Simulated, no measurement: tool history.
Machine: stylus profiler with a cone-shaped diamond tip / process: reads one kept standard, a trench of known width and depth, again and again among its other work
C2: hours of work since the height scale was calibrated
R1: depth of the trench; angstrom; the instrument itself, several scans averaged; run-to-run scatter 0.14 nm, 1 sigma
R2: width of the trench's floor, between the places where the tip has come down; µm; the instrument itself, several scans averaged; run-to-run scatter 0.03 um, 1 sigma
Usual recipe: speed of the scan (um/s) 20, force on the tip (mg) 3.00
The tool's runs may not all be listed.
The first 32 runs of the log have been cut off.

Run 33, hour 1645.4: usual settings but speed of the scan (um/s) 79, force on the tip (mg) 6.40; scans with this tip 16785; C2 1533. Result: R1 5114.0 angstrom, R2 16.42 µm.
Run 34, hour 1696.4: usual settings but speed of the scan (um/s) 25, force on the tip (mg) 1.45; scans with this tip 17025; C2 1555. Result: R1 5055.9 angstrom, R2 16.52 µm.
Run 35, hour 1728.4: usual settings but speed of the scan (um/s) 25, force on the tip (mg) 1.45; scans with this tip 17175; C2 1568. Result: R1 5055.0 angstrom, R2 16.48 µm.
Run 36, hour 1760.4: usual settings but speed of the scan (um/s) 43, force on the tip (mg) 4.30; scans with this tip 17326; C2 1582. Result: R1 5089.7 angstrom, R2 16.42 µm.
Run 37, hour 1832.1: usual settings but speed of the scan (um/s) 67, force on the tip (mg) 4.30; scans with this tip 17663; C2 1613. Result: R1 5091.3 angstrom, R2 16.36 µm.
Run 38, hour 1888.9: usual settings but speed of the scan (um/s) 67, force on the tip (mg) 4.30; scans with this tip 17930; C2 1637. Result: R1 5090.0 angstrom, R2 16.37 µm.
Run 39, hour 1943.4: usual settings but speed of the scan (um/s) 38, force on the tip (mg) 6.88; scans with this tip 18186; C2 1661. Result: R1 5118.6 angstrom, R2 16.43 µm.
At hour 1972.0: height scale calibrated on a step standard.
Run 40, hour 1978.8: usual settings but speed of the scan (um/s) 37, force on the tip (mg) 1.83; scans with this tip 18350; C2 3. Result: R1 5039.6 angstrom, R2 16.34 µm.
Run 41, hour 2019.8: usual settings but speed of the scan (um/s) 19, force on the tip (mg) 1.57; scans with this tip 18543; C2 21. Result: R1 5035.3 angstrom, R2 16.45 µm.

What if the next run were any one of these 3? Each begins from the tool's condition after run 41:
Run A, hour 2071.6: usual settings but force on the tip (mg) 1.87; scans with this tip 18786; C2 43. Result: R1 ?, R2 ?.
Run B, hour 2071.6: usual settings but force on the tip (mg) 5.50; scans with this tip 18786; C2 43. Result: R1 ?, R2 ?.
Run C, hour 2071.6: usual settings but speed of the scan (um/s) 37, force on the tip (mg) 2.24; scans with this tip 18786; C2 43. Result: R1 ?, R2 ?.

run      R1     R2
  A  5041.3  16.42
  B  5085.5  16.46
  C  5044.1  16.41
With no hidden state in the tool, these same runs would have given:
run      R1     R2
  A  5040.4  17.28
  B  5084.6  17.32
  C  5043.2  17.27
